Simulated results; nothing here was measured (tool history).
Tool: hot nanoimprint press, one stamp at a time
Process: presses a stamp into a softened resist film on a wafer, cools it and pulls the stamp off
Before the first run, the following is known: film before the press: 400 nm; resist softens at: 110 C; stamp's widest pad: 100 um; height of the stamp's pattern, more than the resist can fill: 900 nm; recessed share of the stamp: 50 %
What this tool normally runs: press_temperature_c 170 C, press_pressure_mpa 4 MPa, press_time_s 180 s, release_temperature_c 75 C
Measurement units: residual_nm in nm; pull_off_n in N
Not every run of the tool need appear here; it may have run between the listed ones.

run	hour	press_temperature_c	press_pressure_mpa	press_time_s	release_temperature_c	residual_nm	pull_off_n
1	0	170	4	180	75	192.5	284
2	17.5	170	4	180	75	194.8	289
3	28.4	170	4	180	75	194.5	278
4	41.9	170	4	180	75	195.7	285
5	57.6	170	3.29	180	75	214	296
6	78.3	170	3.29	180	75	215	292
7	90.3	170	3.29	180	75	215.1	290
8	107	170	3.29	180	75	214.4	283
9	115.9	170	3.29	180	75	215.3	288
10	128.9	170	4	180	75	197.7	281
11	147.1	170	4	180	75	197.7	234
12	159.3	170	4	180	75	198.8	241
13	168.9	170	4	180	75	198.6	229
14	186.3	170	4	180	75	197.2	239
15	205.7	170	4	180	75	201.2	244
16	225	173	3.07	151	75	206.2	242
17	241.4	170	3.45	180	75	212.9	242
18	250.6	170	3.45	357	75	168.3	245
19	262.5	170	5.98	211	75	157.9	242
20	280.4	170	5.98	211	75	157.1	241
21	295.2	171	4.56	180	82	179.8	223
22	314.8	174	4.05	197	72	158.5	260
23	331.2	174	4	98	75	203	254
24	340.2	170	2.8	180	75	234	248
25	359.8	179	3.85	115	63	152.8	289
26	370.5	179	3.85	115	63	156.3	289
27	385.7	179	3.13	115	63	170.6	285
28	398.2	179	3.13	115	63	171.7	294
29	416.1	174	2.45	115	63	242.3	293

Put back what was entered between runs (1 entry, withheld): which listed runs does each sit between, and how does the hidden state differ from the listed run before to the listed run after?
Between runs 10 and 11: stamp cleaned and given a new release coat (hour 146)
  true temperature over the reading, C: -0.72 -> -0.74; pressure that arrives at the usual setting, %: 98.36 -> 98.32; grip of the stamp's worn release coat, % over a new coat's: 22.2 -> 0
  measured less the result without the state, residual_nm: +8.8 -> +9.2 nm; pull_off_n: +52 -> +2 N

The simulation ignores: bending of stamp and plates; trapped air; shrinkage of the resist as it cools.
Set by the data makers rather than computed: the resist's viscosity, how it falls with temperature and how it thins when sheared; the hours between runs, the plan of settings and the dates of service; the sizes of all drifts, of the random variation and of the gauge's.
